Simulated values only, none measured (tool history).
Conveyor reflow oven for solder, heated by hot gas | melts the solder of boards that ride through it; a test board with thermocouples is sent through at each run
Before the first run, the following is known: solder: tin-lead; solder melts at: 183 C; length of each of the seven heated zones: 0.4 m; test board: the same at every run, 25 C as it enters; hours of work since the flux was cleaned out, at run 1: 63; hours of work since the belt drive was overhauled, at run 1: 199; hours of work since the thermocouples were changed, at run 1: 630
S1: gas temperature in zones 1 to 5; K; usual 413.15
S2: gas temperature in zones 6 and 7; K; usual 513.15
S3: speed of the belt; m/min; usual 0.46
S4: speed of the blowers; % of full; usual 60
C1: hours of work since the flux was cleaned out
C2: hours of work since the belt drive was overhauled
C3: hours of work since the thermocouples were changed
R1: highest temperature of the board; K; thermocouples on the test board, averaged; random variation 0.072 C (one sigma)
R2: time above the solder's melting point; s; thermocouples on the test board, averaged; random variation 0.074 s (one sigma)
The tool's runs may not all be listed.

{"run": 1, "hour": 0.0, "S1": 413.15, "S2": 513.15, "S3": 0.46, "S4": 60, "C1": 63, "C2": 199, "C3": 630, "R1": 492.64, "R2": 80.78}
{"run": 2, "hour": 16.2, "S1": 418.15, "S2": 513.15, "S3": 0.46, "S4": 60, "C1": 70, "C2": 206, "C3": 637, "R1": 493.54, "R2": 84.55}
{"run": 3, "hour": 33.1, "S1": 418.15, "S2": 513.15, "S3": 0.46, "S4": 60, "C1": 78, "C2": 214, "C3": 645, "R1": 493.69, "R2": 84.55}
{"run": 4, "hour": 43.0, "S1": 413.15, "S2": 513.15, "S3": 0.472, "S4": 60, "C1": 82, "C2": 218, "C3": 649, "R1": 491.66, "R2": 77.68}
{"run": 5, "hour": 61.9, "S1": 413.15, "S2": 513.15, "S3": 0.472, "S4": 60, "C1": 91, "C2": 227, "C3": 658, "R1": 491.47, "R2": 77.73}
{"hour": 81.2, "done": "thermocouples of zones 6 and 7 changed"}
{"run": 6, "hour": 82.1, "S1": 426.15, "S2": 513.15, "S3": 0.472, "S4": 60, "C1": 99, "C2": 235, "C3": 0, "R1": 495.68, "R2": 88.58}
{"run": 7, "hour": 92.1, "S1": 426.15, "S2": 513.15, "S3": 0.472, "S4": 60, "C1": 103, "C2": 239, "C3": 5, "R1": 495.65, "R2": 88.55}
{"hour": 96.9, "done": "belt drive overhauled, speed set with a stopwatch"}
{"run": 8, "hour": 109.3, "S1": 426.15, "S2": 513.15, "S3": 0.445, "S4": 60, "C1": 109, "C2": 6, "C3": 11, "R1": 497.33, "R2": 96.13}
{"run": 9, "hour": 124.5, "S1": 421.15, "S2": 513.15, "S3": 0.46, "S4": 60, "C1": 116, "C2": 12, "C3": 18, "R1": 495.36, "R2": 87.96}
{"run": 10, "hour": 138.4, "S1": 421.15, "S2": 513.15, "S3": 0.46, "S4": 60, "C1": 122, "C2": 18, "C3": 24, "R1": 495.34, "R2": 88}
{"run": 11, "hour": 149.6, "S1": 421.15, "S2": 513.15, "S3": 0.46, "S4": 60, "C1": 127, "C2": 23, "C3": 29, "R1": 495.39, "R2": 87.88}
{"run": 12, "hour": 165.5, "S1": 413.15, "S2": 513.15, "S3": 0.46, "S4": 60, "C1": 134, "C2": 31, "C3": 36, "R1": 493.43, "R2": 82.07}
{"run": 13, "hour": 180.5, "S1": 413.15, "S2": 513.15, "S3": 0.46, "S4": 60, "C1": 141, "C2": 37, "C3": 42, "R1": 493.57, "R2": 82.1}
{"hour": 189.7, "done": "belt drive overhauled, speed set with a stopwatch, once more"}
{"run": 14, "hour": 193.5, "S1": 425.15, "S2": 511.15, "S3": 0.46, "S4": 60, "C1": 145, "C2": 2, "C3": 47, "R1": 494.32, "R2": 89.19}
{"run": 15, "hour": 209.7, "S1": 425.15, "S2": 511.15, "S3": 0.46, "S4": 60, "C1": 152, "C2": 9, "C3": 54, "R1": 494.18, "R2": 89}
{"hour": 228.5, "done": "flux residue cleaned out of gas plates and filters"}
{"run": 16, "hour": 229.2, "S1": 413.15, "S2": 523.15, "S3": 0.525, "S4": 60, "C1": 0, "C2": 15, "C3": 60, "R1": 497.23, "R2": 74.24}
{"run": 17, "hour": 239.8, "S1": 405.15, "S2": 505.15, "S3": 0.479, "S4": 60, "C1": 5, "C2": 20, "C3": 65, "R1": 484.08, "R2": 64.25}
{"run": 18, "hour": 249.6, "S1": 420.15, "S2": 519.15, "S3": 0.479, "S4": 73, "C1": 9, "C2": 24, "C3": 69, "R1": 503.37, "R2": 90.35}
{"run": 19, "hour": 268.3, "S1": 413.15, "S2": 513.15, "S3": 0.46, "S4": 60, "C1": 18, "C2": 33, "C3": 78, "R1": 493.89, "R2": 82.32}
{"run": 20, "hour": 279.0, "S1": 413.15, "S2": 513.15, "S3": 0.476, "S4": 53, "C1": 23, "C2": 38, "C3": 82, "R1": 489.74, "R2": 74.41}
{"run": 21, "hour": 293.9, "S1": 413.15, "S2": 513.15, "S3": 0.476, "S4": 53, "C1": 29, "C2": 44, "C3": 89, "R1": 489.78, "R2": 74.28}
{"run": 22, "hour": 307.2, "S1": 428.15, "S2": 528.15, "S3": 0.476, "S4": 90, "C1": 35, "C2": 50, "C3": 95, "R1": 516.38, "R2": 102.01}
{"run": 23, "hour": 323.4, "S1": 428.15, "S2": 528.15, "S3": 0.476, "S4": 90, "C1": 42, "C2": 57, "C3": 102, "R1": 516.45, "R2": 101.98}
{"run": 24, "hour": 334.8, "S1": 414.15, "S2": 511.15, "S3": 0.476, "S4": 90, "C1": 47, "C2": 62, "C3": 107, "R1": 499.13, "R2": 85.45}

4 ways to go on from here, each from the tool as it stands after run 24. What would each give?
{"run": "A", "hour": 353.7, "S1": 423.15, "S2": 510.15, "S3": 0.445, "S4": 90, "C1": 56, "C2": 71, "C3": 116, "R1": "?", "R2": "?"}
{"run": "B", "hour": 353.7, "S1": 413.15, "S2": 505.15, "S3": 0.377, "S4": 65, "C1": 56, "C2": 71, "C3": 116, "R1": "?", "R2": "?"}
{"run": "C", "hour": 353.7, "S1": 414.15, "S2": 511.15, "S3": 0.438, "S4": 70, "C1": 56, "C2": 71, "C3": 116, "R1": "?", "R2": "?"}
{"run": "D", "hour": 353.7, "S1": 414.15, "S2": 511.15, "S3": 0.461, "S4": 72, "C1": 56, "C2": 71, "C3": 116, "R1": "?", "R2": "?"}

run=A R1=501.12 R2=97.62
run=B R1=494.29 R2=103.05
run=C R1=496.93 R2=90.79
run=D R1=495.89 R2=85.09
Without the tool's unlogged condition, the same runs would have read:
run=A R1=501.05 R2=97.38
run=B R1=494.16 R2=102.76
run=C R1=496.86 R2=90.58
run=D R1=495.85 R2=84.92

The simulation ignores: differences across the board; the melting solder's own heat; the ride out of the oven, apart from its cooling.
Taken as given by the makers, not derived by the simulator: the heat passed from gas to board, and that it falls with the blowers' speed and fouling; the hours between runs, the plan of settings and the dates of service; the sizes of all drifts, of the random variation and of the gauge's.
